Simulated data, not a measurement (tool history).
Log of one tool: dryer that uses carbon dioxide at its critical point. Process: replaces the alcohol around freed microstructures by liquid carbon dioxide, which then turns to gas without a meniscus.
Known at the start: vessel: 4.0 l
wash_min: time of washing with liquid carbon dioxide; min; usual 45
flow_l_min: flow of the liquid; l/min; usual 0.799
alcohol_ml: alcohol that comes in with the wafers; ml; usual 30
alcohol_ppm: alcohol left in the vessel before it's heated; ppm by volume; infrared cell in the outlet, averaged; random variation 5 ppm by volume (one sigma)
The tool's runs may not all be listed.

run   hour  wash_min  flow_l_min  alcohol_ml  alcohol_ppm
  1    0.0        45       0.799          30          108
  2   27.8        45       0.799          30          106
  3   60.2        45       0.799          30           95
  4   92.4        45       0.799          30           96
  5  130.0        45       0.799          30          108
  6  179.8        45       0.799          30          111
  7  237.5        45       0.799          30           97
  8  288.5        45       0.799          30          107
  9  321.4        68       1.027          73          104
 10  358.7        27       1.012          30          158
 11  402.7        27       1.012          30          159
 12  450.3        61       0.795          30          110
 13  498.9        27       0.558         114         2046
 14  541.0        58       0.518          30          155
 15  592.0        45       1.350          30          111

4 ways to go on from here, each from the tool as it stands after run 15. What would each give?
     615.9  -- inlet filter changed
  A  624.8        35       0.799          49            ?
     615.9  -- inlet filter changed
  B  624.8        65       0.817          97            ?
     615.9  -- inlet filter changed
  C  624.8        45       1.350          37            ?
     615.9  -- inlet filter changed
  D  624.8        45       0.932          30            ?

run  alcohol_ppm
  A          156
  B          116
  C          122
  D          126
Without the tool's hidden state the same runs would have given:
run  alcohol_ppm
  A           42
  B            6
  C            9
  D           12
